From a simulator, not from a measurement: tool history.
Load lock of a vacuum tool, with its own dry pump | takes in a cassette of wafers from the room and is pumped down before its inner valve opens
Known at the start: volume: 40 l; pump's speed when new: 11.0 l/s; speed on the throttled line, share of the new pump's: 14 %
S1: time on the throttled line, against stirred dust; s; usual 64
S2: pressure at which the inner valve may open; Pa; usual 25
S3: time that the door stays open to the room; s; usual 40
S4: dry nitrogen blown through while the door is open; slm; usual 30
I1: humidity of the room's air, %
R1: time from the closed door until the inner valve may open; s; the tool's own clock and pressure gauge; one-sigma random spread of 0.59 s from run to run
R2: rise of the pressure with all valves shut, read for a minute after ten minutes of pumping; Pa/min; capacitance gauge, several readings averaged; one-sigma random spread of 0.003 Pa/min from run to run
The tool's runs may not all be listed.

run,hour,S1,S2,S3,S4,I1,R1,R2
1,0.0,64,25,40,30,46.3,86.2,0.047
2,83.6,64,25,40,30,46.8,87.2,0.052
3,140.3,64,25,40,30,46.6,86.2,0.050
4,209.0,64,25,40,29,44.2,86.5,0.051
5,269.1,64,25,40,27,40.7,86.6,0.056
6,357.4,67,25,40,27,44.0,90.7,0.056
7,428.3,117,25,40,16,47.0,132.1,0.057
8,501.4,64,27,29,30,46.2,86.4,0.046
9,565.2,59,25,220,30,43.8,82.1,0.136
10,602.0,65,37,36,30,45.6,84.8,0.049
11,675.8,82,36,114,30,41.7,101.0,0.086
12,734.2,82,36,114,30,47.3,99.3,0.097

Predict each of these 4 candidate next runs independently; none follows another, all start after run 12:
A,819.8,82,36,114,8,43.8,?,?
B,819.8,43,21,34,30,45.2,?,?
C,819.8,63,43,48,30,43.5,?,?
D,819.8,73,36,114,30,47.9,?,?

run,R1,R2
A,99.8,0.127
B,70.1,0.056
C,84.2,0.062
D,93.5,0.097
What these runs would have given with no unlogged condition in the tool:
run,R1,R2
A,98.8,0.106
B,68.7,0.035
C,83.1,0.040
D,92.4,0.075
